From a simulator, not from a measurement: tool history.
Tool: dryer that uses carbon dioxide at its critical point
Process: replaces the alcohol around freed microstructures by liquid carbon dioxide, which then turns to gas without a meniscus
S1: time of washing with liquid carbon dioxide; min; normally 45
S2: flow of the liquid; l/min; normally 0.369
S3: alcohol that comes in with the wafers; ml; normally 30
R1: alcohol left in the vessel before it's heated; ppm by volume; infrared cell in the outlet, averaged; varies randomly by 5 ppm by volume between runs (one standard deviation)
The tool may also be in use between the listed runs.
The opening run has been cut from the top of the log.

| run | day | S1 | S2 | S3 | R1 |
|---|---|---|---|---|---|
| 2 | 0.421 | 45 | 0.369 | 30 | 25 |
| 3 | 0.671 | 45 | 0.369 | 69 | 41 |
| 4 | 1.092 | 45 | 0.369 | 69 | 35 |
| 5 | 1.375 | 45 | 0.369 | 69 | 37 |
| 6 | 1.583 | 45 | 0.369 | 69 | 34 |
| 7 | 1.950 | 45 | 0.369 | 69 | 36 |
| 8 | 2.208 | 45 | 0.369 | 69 | 50 |
| 9 | 2.438 | 45 | 0.369 | 69 | 37 |
| 10 | 2.871 | 45 | 0.369 | 69 | 36 |
| 11 | 3.071 | 45 | 0.369 | 69 | 37 |
| 12 | 3.292 | 45 | 0.369 | 69 | 46 |
| 13 | 3.600 | 45 | 0.369 | 69 | 43 |
| 14 | 3.929 | 45 | 0.369 | 69 | 40 |
| 15 | 4.221 | 62 | 0.369 | 69 | 23 |
| 16 | 4.650 | 45 | 0.369 | 30 | 37 |
| 17 | 5.058 | 61 | 0.286 | 65 | 33 |
| 18 | 5.525 | 61 | 0.286 | 65 | 37 |
| 19 | 5.771 | 64 | 0.369 | 30 | 21 |
| 20 | 6.217 | 56 | 0.387 | 47 | 19 |
| 21 | 6.571 | 56 | 0.387 | 47 | 24 |
| 22 | 7.058 | 57 | 0.369 | 27 | 26 |

Run 23 is up next; what results do you expect?
| 23 | 7.450 | 69 | 0.434 | 43 | ? |

{"run 23": {"R1": 26}}
On a tool with no hidden condition, and with the same random variation, this run would have come out at R1 8 ppm by volume.
